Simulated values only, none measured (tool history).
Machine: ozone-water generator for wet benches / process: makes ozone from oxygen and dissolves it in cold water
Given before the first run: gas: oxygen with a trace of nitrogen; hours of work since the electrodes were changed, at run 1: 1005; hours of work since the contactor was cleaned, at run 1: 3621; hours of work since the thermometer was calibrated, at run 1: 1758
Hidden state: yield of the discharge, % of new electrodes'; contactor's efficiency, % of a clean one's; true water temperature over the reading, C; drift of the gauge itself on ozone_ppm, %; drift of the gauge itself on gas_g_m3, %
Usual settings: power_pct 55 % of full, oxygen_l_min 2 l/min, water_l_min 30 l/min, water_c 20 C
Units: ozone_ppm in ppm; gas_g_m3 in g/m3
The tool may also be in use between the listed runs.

| run | day | power_pct | oxygen_l_min | water_l_min | water_c | hours of work since the electrodes were changed | hours of work since the contactor was cleaned | hours of work since the thermometer was calibrated | ozone_ppm | gas_g_m3 |
|---|---|---|---|---|---|---|---|---|---|---|
| 1 | 0 | 55 | 2 | 30 | 20 | 1005 | 3621 | 1758 | 6.7 | 202.8 |
| 2 | 0.779 | 55 | 2 | 30 | 20 | 1019 | 3635 | 1772 | 6.5 | 202.9 |
| 3 | 1.838 | 72 | 2 | 30 | 20 | 1038 | 3654 | 1791 | 8.1 | 245.1 |
| 4 | 2.862 | 72 | 2 | 30 | 20 | 1056 | 3673 | 1810 | 8 | 246.6 |
| 5 | 4.229 | 72 | 2 | 30 | 20 | 1081 | 3697 | 1834 | 7.9 | 246.2 |
| 6 | 5.621 | 53 | 3.09 | 30 | 20 | 1106 | 3723 | 1860 | 7.7 | 170 |
| 7 | 6.525 | 86 | 2 | 30 | 20 | 1123 | 3739 | 1876 | 9.1 | 279.9 |
| 8 | 7.758 | 86 | 2 | 30 | 20 | 1145 | 3761 | 1898 | 9 | 280.5 |
| 9 | 8.846 | 86 | 2 | 30 | 20 | 1165 | 3781 | 1918 | 9.1 | 279.8 |
| 10 | 9.808 | 86 | 2 | 30 | 20 | 1182 | 3798 | 1935 | 9.1 | 279.5 |

3 ways to go on from here, each from the tool as it stands after run 10. What would each give?
| A | 11.317 | 52 | 2 | 24 | 16 | 1209 | 3825 | 1962 | ? | ? |
| B | 11.317 | 48 | 1.47 | 32 | 20 | 1209 | 3825 | 1962 | ? | ? |
| C | 11.317 | 54 | 2 | 30 | 20 | 1209 | 3825 | 1962 | ? | ? |

| run | ozone_ppm | gas_g_m3 |
|---|---|---|
| A | 8.5 | 192.7 |
| B | 4.7 | 203.2 |
| C | 6.3 | 198.7 |
The same runs, with their run-to-run variation unchanged, on a tool lacking any hidden condition would have given:
| run | ozone_ppm | gas_g_m3 |
|---|---|---|
| A | 9.1 | 195.9 |
| B | 5 | 206.3 |
| C | 6.8 | 202.2 |
